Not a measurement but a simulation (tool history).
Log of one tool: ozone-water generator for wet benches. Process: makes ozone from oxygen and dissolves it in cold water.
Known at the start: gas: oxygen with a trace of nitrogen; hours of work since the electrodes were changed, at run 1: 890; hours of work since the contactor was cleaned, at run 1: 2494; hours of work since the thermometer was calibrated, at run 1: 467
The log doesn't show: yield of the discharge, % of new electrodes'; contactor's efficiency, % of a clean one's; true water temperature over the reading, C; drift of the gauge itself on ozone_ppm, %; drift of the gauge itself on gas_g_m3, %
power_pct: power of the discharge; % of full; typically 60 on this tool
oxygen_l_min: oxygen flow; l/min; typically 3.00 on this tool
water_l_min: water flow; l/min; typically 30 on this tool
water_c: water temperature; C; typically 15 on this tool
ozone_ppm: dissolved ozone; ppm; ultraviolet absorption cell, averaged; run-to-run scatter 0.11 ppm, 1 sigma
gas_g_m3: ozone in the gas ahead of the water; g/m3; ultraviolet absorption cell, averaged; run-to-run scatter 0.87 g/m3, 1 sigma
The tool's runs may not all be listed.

run      day  power_pct  oxygen_l_min  water_l_min  water_c  hours of work since the electrodes were changed  hours of work since the contactor was cleaned  hours of work since the thermometer was calibrated  ozone_ppm  gas_g_m3
  1    0.000         60          3.00           30       15                                              890                                           2494                                                 467        8.3     134.6
  2    7.296         60          2.58           30       15                                             1035                                           2640                                                 613        8.0     144.0
  3   14.212         60          2.58           30       15                                             1174                                           2778                                                 751        7.7     141.5
  4   20.446         60          3.00           30       15                                             1298                                           2902                                                 876        8.0     131.6
  5   26.538         60          3.00           30       15                                             1419                                           3024                                                 997        7.9     129.3
  6   31.517         60          3.00           30       15                                             1519                                           3123                                                1096        7.9     129.0
  7   37.908         60          3.00           30       15                                             1646                                           3251                                                1224        7.7     128.1
  8   42.288         60          3.00           30       15                                             1734                                           3338                                                1311        7.8     127.6
  9   49.658         60          3.00           30       15                                             1881                                           3485                                                1459        7.7     126.5
      52.221  -- contactor cleaned
 10   56.512         60          3.00           30       15                                             2014                                             86                                                1592        8.0     126.8
 11   62.212         60          3.00           30       15                                             2128                                            199                                                1706        7.7     125.5
 12   68.346         60          3.00           30       15                                             2251                                            322                                                1828        7.8     124.2
 13   71.546         60          3.00           30       15                                             2314                                            386                                                1892        7.6     124.1
 14   74.804         60          3.00           24       15                                             2379                                            451                                                1957        9.4     122.4
 15   78.362         60          3.00           24       15                                             2450                                            522                                                2028        9.4     122.9
 16   83.412         71          3.00           24       15                                             2551                                            623                                                2129       10.2     131.5
 17   87.700         71          3.00           24       15                                             2637                                            708                                                2214       10.0     130.8
 18   90.742         74          1.96           24       15                                             2698                                            769                                                2275        9.1     162.1
 19   96.875         46          2.07           41       19                                             2820                                            891                                                2398        4.2     127.0
 20   99.988         60          3.00           21       15                                             2882                                            953                                                2460       10.2     119.5
 21  105.000         42          1.65           19       20                                             2982                                           1053                                                2560        7.9     134.0
 22  109.112         42          1.65           23       20                                             3064                                           1135                                                2642        6.6     134.5
     112.121  -- water thermometer calibrated
 23  114.108         42          1.65           23       20                                             3163                                           1235                                                  40        6.6     135.5
 24  119.921         60          3.00           30       20                                             3279                                           1351                                                 156        6.9     116.9
 25  126.212         62          4.08           47       14                                             3405                                           1476                                                 281        5.2     101.1
 26  133.746         64          2.50           47       14                                             3555                                           1627                                                 432        4.3     129.5
 27  141.121         60          3.47           30       15                                             3703                                           1774                                                 579        7.0     106.2
 28  148.638         55          3.97           20       13                                             3853                                           1924                                                 729       10.3      93.0
 29  151.825         60          3.00           30        8                                             3916                                           1987                                                 792        7.3     111.6
 30  155.521         60          3.00           30        8                                             3990                                           2061                                                 866        7.3     111.5
 31  162.092         60          3.00           46        8                                             4121                                           2192                                                 997        4.5     110.5
 32  165.279         60          3.00           46        8                                             4185                                           2256                                                1061        4.6     108.9
 33  168.750         44          2.82           36       17                                             4254                                           2325                                                1130        4.6      99.9
 34  172.529         67          3.00           30       13                                             4329                                           2401                                                1206        7.2     114.7

For each entry between runs, how does the tool's hidden state at the last listed run before it compare with that at the first listed run after it?
From run 9 to run 10: contactor cleaned (day 52.221)
  yield of the discharge, % of new electrodes': 89 -> 88.2; contactor's efficiency, % of a clean one's: 91.7 -> 99.2; true water temperature over the reading, C: 0.27 -> 0.29
  difference, measured minus the result without the unlogged condition, ozone_ppm: -1.2 -> -1.0 ppm; gas_g_m3: -14.3 -> -15.5 g/m3
From run 22 to run 23: water thermometer calibrated (day 112.121)
  yield of the discharge, % of new electrodes': 82.4 -> 81.8; contactor's efficiency, % of a clean one's: 96.7 -> 96.4; true water temperature over the reading, C: 0.48 -> 0.02
  difference, measured minus the result without the unlogged condition, ozone_ppm: -1.1 -> -1.1 ppm; gas_g_m3: -21.0 -> -22.0 g/m3
